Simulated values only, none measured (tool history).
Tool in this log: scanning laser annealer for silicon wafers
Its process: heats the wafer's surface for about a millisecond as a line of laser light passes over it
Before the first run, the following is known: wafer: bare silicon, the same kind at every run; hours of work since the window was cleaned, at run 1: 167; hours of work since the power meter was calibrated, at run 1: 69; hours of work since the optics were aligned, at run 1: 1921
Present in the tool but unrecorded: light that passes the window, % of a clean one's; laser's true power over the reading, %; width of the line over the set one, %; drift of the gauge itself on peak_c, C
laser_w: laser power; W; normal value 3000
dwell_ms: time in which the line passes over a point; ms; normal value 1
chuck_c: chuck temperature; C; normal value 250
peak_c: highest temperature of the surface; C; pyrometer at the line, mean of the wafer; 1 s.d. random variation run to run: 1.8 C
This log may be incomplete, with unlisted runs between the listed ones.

run,hour,laser_w,dwell_ms,chuck_c,hours of work since the window was cleaned,hours of work since the power meter was calibrated,hours of work since the optics were aligned,peak_c
1,0,3000,1,250,167,69,1921,1034
2,6.5,3000,1,241,170,72,1925,1020
3,15.4,3000,1,241,175,77,1929,1018
4,20.3,3000,0.8,250,178,79,1932,940
5,28.4,3000,0.8,250,182,84,1936,942
6,32.5,3000,0.8,250,184,86,1938,942
# hour 34.9: window over the wafer cleaned
7,43.7,3000,0.8,250,5,91,1943,938
8,47.5,3000,1,232,7,93,1945,1003
# hour 53.1: window over the wafer cleaned, once more
9,58.1,3000,0.95,250,3,97,1950,1019
10,64.2,3000,0.95,250,6,100,1953,1021
11,72.6,3000,1.09,250,10,105,1957,1083
12,80.8,2743,1,233,15,109,1962,936
# hour 86.5: optics aligned, line set to its width
13,91.9,2743,1,233,18,112,3,949
14,97.3,2743,1,233,21,115,6,945
15,104.8,3154,1,236,24,119,10,1090

For run 16, what comes out?
16,111,3154,1,236,28,122,13,?

Run 16 came out at peak_c 1091 C.
Without the tool's hidden state the same run would have given peak_c 1099 C.
